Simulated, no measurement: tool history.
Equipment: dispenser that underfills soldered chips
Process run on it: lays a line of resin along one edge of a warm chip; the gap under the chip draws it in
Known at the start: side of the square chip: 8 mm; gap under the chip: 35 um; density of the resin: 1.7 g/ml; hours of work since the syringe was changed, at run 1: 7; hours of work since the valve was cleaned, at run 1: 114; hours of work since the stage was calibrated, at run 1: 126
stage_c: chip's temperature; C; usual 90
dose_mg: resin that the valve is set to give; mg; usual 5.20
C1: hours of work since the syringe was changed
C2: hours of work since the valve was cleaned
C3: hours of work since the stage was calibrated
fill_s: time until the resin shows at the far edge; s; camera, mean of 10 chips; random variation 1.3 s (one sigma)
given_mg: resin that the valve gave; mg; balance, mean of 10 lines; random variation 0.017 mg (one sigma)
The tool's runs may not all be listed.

run 1 hour=0.0 | stage_c=90 dose_mg=5.20 | C1=7 C2=114 C3=126 | fill_s=177.3 given_mg=5.04
-- hour=1.5 new syringe of resin
run 2 hour=3.2 | stage_c=90 dose_mg=5.20 | C1=1 C2=116 C3=128 | fill_s=127.2 given_mg=5.02
run 3 hour=5.9 | stage_c=90 dose_mg=5.20 | C1=3 C2=118 C3=130 | fill_s=142.2 given_mg=5.03
run 4 hour=9.1 | stage_c=90 dose_mg=5.20 | C1=5 C2=120 C3=133 | fill_s=157.1 given_mg=5.03
-- hour=13.4 new syringe of resin
-- hour=15.4 dispensing valve cleaned and set on the balance
run 5 hour=15.8 | stage_c=90 dose_mg=5.20 | C1=1 C2=0 C3=136 | fill_s=129.3 given_mg=5.22
run 6 hour=18.6 | stage_c=90 dose_mg=5.20 | C1=3 C2=2 C3=138 | fill_s=140.4 given_mg=5.20
run 7 hour=25.1 | stage_c=90 dose_mg=5.20 | C1=8 C2=7 C3=143 | fill_s=177.5 given_mg=5.19
-- hour=26.4 new syringe of resin
run 8 hour=30.4 | stage_c=90 dose_mg=5.20 | C1=3 C2=11 C3=147 | fill_s=137.2 given_mg=5.20
run 9 hour=33.3 | stage_c=88 dose_mg=5.20 | C1=5 C2=13 C3=149 | fill_s=164.7 given_mg=5.19
-- hour=38.3 new syringe of resin
run 10 hour=39.5 | stage_c=88 dose_mg=5.20 | C1=1 C2=17 C3=153 | fill_s=135.0 given_mg=5.16
run 11 hour=44.3 | stage_c=90 dose_mg=6.28 | C1=4 C2=21 C3=157 | fill_s=142.4 given_mg=6.26
-- hour=49.9 new syringe of resin
run 12 hour=51.4 | stage_c=80 dose_mg=5.20 | C1=1 C2=25 C3=162 | fill_s=182.0 given_mg=5.19
run 13 hour=55.3 | stage_c=90 dose_mg=5.90 | C1=4 C2=28 C3=164 | fill_s=143.3 given_mg=5.84
run 14 hour=59.1 | stage_c=90 dose_mg=6.32 | C1=7 C2=31 C3=167 | fill_s=162.8 given_mg=6.28
-- hour=61.9 new syringe of resin
run 15 hour=65.3 | stage_c=92 dose_mg=5.72 | C1=2 C2=35 C3=171 | fill_s=124.6 given_mg=5.70
run 16 hour=70.4 | stage_c=90 dose_mg=6.31 | C1=6 C2=39 C3=175 | fill_s=160.9 given_mg=6.25
-- hour=73.6 new syringe of resin
run 17 hour=74.6 | stage_c=80 dose_mg=6.59 | C1=1 C2=42 C3=178 | fill_s=164.4 given_mg=6.50
run 18 hour=80.9 | stage_c=97 dose_mg=5.88 | C1=5 C2=46 C3=182 | fill_s=117.4 given_mg=5.81
-- hour=85.5 new syringe of resin
run 19 hour=87.9 | stage_c=97 dose_mg=5.88 | C1=2 C2=51 C3=187 | fill_s=100.6 given_mg=5.82
run 20 hour=93.0 | stage_c=97 dose_mg=5.88 | C1=5 C2=55 C3=191 | fill_s=119.9 given_mg=5.81
-- hour=97.4 new syringe of resin
run 21 hour=99.5 | stage_c=90 dose_mg=5.61 | C1=2 C2=59 C3=195 | fill_s=128.0 given_mg=5.47
run 22 hour=103.8 | stage_c=90 dose_mg=5.61 | C1=5 C2=62 C3=199 | fill_s=147.6 given_mg=5.51
-- hour=109.2 new syringe of resin
run 23 hour=110.2 | stage_c=95 dose_mg=5.43 | C1=1 C2=67 C3=203 | fill_s=104.7 given_mg=5.30

Here are 5 independent what-if runs from the current tool condition. What would each one return?
run A hour=116.7 | stage_c=94 dose_mg=4.53 | C1=5 C2=72 C3=208 | fill_s=? given_mg=?
run B hour=116.7 | stage_c=90 dose_mg=5.21 | C1=5 C2=72 C3=208 | fill_s=? given_mg=?
run C hour=116.7 | stage_c=96 dose_mg=4.68 | C1=5 C2=72 C3=208 | fill_s=? given_mg=?
run D hour=116.7 | stage_c=90 dose_mg=5.59 | C1=5 C2=72 C3=208 | fill_s=? given_mg=?
run E hour=116.7 | stage_c=90 dose_mg=5.28 | C1=5 C2=72 C3=208 | fill_s=? given_mg=?

run=A fill_s=141.8 given_mg=4.41
run=B fill_s=156.5 given_mg=5.09
run=C fill_s=131.3 given_mg=4.60
run=D fill_s=154.9 given_mg=5.48
run=E fill_s=157.6 given_mg=5.17
Without the tool's unlogged condition, the same runs would have read:
run=A fill_s=112.2 given_mg=4.51
run=B fill_s=124.4 given_mg=5.20
run=C fill_s=103.9 given_mg=4.70
run=D fill_s=123.3 given_mg=5.60
run=E fill_s=125.4 given_mg=5.29
